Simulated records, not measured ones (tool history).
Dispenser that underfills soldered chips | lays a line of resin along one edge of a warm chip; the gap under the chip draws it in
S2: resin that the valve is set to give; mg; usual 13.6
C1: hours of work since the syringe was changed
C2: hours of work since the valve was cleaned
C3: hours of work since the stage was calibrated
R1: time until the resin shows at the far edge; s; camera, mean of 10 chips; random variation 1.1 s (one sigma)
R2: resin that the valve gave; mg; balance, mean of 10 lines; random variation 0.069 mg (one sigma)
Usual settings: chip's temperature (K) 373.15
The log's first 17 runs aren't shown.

-- hour=181.6 new syringe of resin
run 18 hour=183.8 | chip's_temperature_(K)=372.15 S2=14.4 | C1=2 C2=46 C3=182 | R1=122.1 R2=14.14
-- hour=189.2 new syringe of resin
run 19 hour=192.7 | chip's_temperature_(K)=372.15 S2=14.4 | C1=3 C2=53 C3=189 | R1=134.2 R2=14.04
-- hour=197 new syringe of resin
-- hour=205 new syringe of resin
run 20 hour=206.2 | chip's_temperature_(K)=361.15 S2=16.2 | C1=1 C2=63 C3=199 | R1=184.4 R2=15.76
-- hour=212.6 new syringe of resin
run 21 hour=215.6 | chip's_temperature_(K)=374.15 S2=14.9 | C1=2 C2=70 C3=206 | R1=115.7 R2=14.54
-- hour=220.1 new syringe of resin
run 22 hour=224.2 | chip's_temperature_(K)=374.15 S2=14.9 | C1=3 C2=77 C3=213 | R1=126.2 R2=14.4
-- hour=228.1 new syringe of resin
-- hour=236.2 new syringe of resin
run 23 hour=238 | chip's_temperature_(K)=374.15 S2=14.9 | C1=1 C2=87 C3=223 | R1=104 R2=14.29
-- hour=243.5 new syringe of resin
-- hour=244.5 dispensing valve cleaned and set on the balance
run 24 hour=250.6 | chip's_temperature_(K)=372.15 S2=14.1 | C1=5 C2=5 C3=232 | R1=158.5 R2=14.11
-- hour=252.6 new syringe of resin
-- hour=259.9 new syringe of resin
run 25 hour=262.8 | chip's_temperature_(K)=374.15 S2=16.6 | C1=2 C2=14 C3=241 | R1=115.6 R2=16.52
-- hour=267.8 new syringe of resin
run 26 hour=273.5 | chip's_temperature_(K)=368.15 S2=15.3 | C1=5 C2=22 C3=250 | R1=182.4 R2=14.99
-- hour=275.7 new syringe of resin
-- hour=283.2 new syringe of resin
run 27 hour=287.4 | chip's_temperature_(K)=385.15 S2=15 | C1=3 C2=33 C3=260 | R1=80.6 R2=14.85
-- hour=290.6 new syringe of resin
-- hour=298.7 new syringe of resin
run 28 hour=299 | chip's_temperature_(K)=385.15 S2=13.3 | C1=0 C2=41 C3=269 | R1=61.9 R2=13.04
-- hour=306.4 new syringe of resin
run 29 hour=312.6 | chip's_temperature_(K)=385.15 S2=13.3 | C1=5 C2=52 C3=279 | R1=92.9 R2=12.91
-- hour=314.2 new syringe of resin
-- hour=322.2 new syringe of resin
run 30 hour=323.6 | chip's_temperature_(K)=387.15 S2=13.8 | C1=1 C2=60 C3=287 | R1=62.9 R2=13.48
-- hour=329.6 new syringe of resin
run 31 hour=329.7 | chip's_temperature_(K)=363.15 S2=15.5 | C1=0 C2=65 C3=292 | R1=154.8 R2=14.91
-- hour=336.9 new syringe of resin
run 32 hour=343.6 | chip's_temperature_(K)=378.15 S2=13.6 | C1=5 C2=76 C3=303 | R1=130 R2=13.23
-- hour=344.6 new syringe of resin
run 33 hour=351.3 | chip's_temperature_(K)=378.15 S2=13.6 | C1=5 C2=81 C3=309 | R1=131.8 R2=12.97
-- hour=352.4 new syringe of resin
-- hour=360 new syringe of resin
run 34 hour=360.6 | chip's_temperature_(K)=377.15 S2=12.9 | C1=0 C2=88 C3=316 | R1=88.5 R2=12.38

3 ways to go on from here, each from the tool as it stands after run 34. What would each give?
-- hour=364.9 dispensing valve cleaned and set on the balance
-- hour=368.4 new syringe of resin
-- hour=375.8 new syringe of resin
run A hour=375.8 | chip's_temperature_(K)=375.15 S2=13.6 | C1=0 C2=8 C3=326 | R1=? R2=?
-- hour=364.9 dispensing valve cleaned and set on the balance
-- hour=368.4 new syringe of resin
-- hour=375.8 new syringe of resin
run B hour=375.8 | chip's_temperature_(K)=370.15 S2=13.6 | C1=0 C2=8 C3=326 | R1=? R2=?
-- hour=364.9 dispensing valve cleaned and set on the balance
-- hour=368.4 new syringe of resin
-- hour=375.8 new syringe of resin
run C hour=375.8 | chip's_temperature_(K)=375.15 S2=16.6 | C1=0 C2=8 C3=326 | R1=? R2=?

run=A R1=90.4 R2=13.58
run=B R1=113.6 R2=13.57
run=C R1=87.3 R2=16.54
Without the tool's hidden state the same runs would have given:
run=A R1=93.1 R2=13.57
run=B R1=117.1 R2=13.56
run=C R1=89.9 R2=16.53
